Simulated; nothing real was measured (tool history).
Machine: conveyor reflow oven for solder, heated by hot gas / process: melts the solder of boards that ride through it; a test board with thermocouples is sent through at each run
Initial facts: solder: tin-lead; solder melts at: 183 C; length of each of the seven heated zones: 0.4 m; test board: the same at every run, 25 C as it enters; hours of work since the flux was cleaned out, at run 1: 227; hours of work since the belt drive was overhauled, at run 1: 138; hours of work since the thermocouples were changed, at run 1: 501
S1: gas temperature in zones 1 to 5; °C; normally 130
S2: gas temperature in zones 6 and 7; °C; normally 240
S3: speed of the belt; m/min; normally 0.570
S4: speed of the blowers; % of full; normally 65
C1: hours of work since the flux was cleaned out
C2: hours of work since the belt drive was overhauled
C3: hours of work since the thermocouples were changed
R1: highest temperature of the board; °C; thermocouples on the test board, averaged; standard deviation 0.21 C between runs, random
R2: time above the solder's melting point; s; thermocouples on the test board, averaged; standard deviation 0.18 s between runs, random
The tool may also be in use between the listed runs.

run     day   S1   S2     S3  S4   C1   C2   C3     R1    R2
  1   0.000  130  240  0.570  65  227  138  501  218.3  60.5
  2   1.033  130  240  0.663  65  240  150  514  212.1  46.4
  3   2.758  130  240  0.663  65  261  172  535  212.2  46.1
  4   3.588  130  240  0.663  65  271  182  545  211.6  45.6
  5   5.312  130  240  0.570  65  292  203  566  217.8  59.9
  6   6.229  130  240  0.645  65  304  214  578  212.6  48.2
      6.508  -- flux residue cleaned out of gas plates and filters
  7   7.938  139  240  0.502  51   17  232  596  219.6  74.2
  8   9.071  130  231  0.670  65   31  246  610  203.2  35.7
  9  10.354  130  240  0.570  66   47  262  625  216.5  59.4
 10  11.346  130  234  0.529  54   59  274  638  211.5  58.1
     11.700  -- flux residue cleaned out of gas plates and filters, once more
 11  12.992  130  234  0.532  70   16  292  655  218.9  67.1

Entry by entry between the runs, the difference in hidden state between the last listed run before and the first listed run after:
Logged between run 6 and run 7: flux residue cleaned out of gas plates and filters (day 6.508)
  heat that the gas passes to the board, % of a clean oven's: 89.7 -> 87.2; belt's true speed, % of the reading: 99.57 -> 99.52; true gas temperature in zones 6 and 7 over the reading, C: -0.33 -> -0.35
  the result without the hidden state subtracted from the measured one, R1: -3.5 -> -3.0 °C; R2: -3.3 -> -2.8 s
Logged between run 10 and run 11: flux residue cleaned out of gas plates and filters, once more (day 11.700)
  heat that the gas passes to the board, % of a clean oven's: 86 -> 99.3; belt's true speed, % of the reading: 99.42 -> 99.38; true gas temperature in zones 6 and 7 over the reading, C: -0.4 -> -0.42
  the result without the hidden state subtracted from the measured one, R1: -3.7 -> -0.3 °C; R2: -4.4 -> +0.1 s
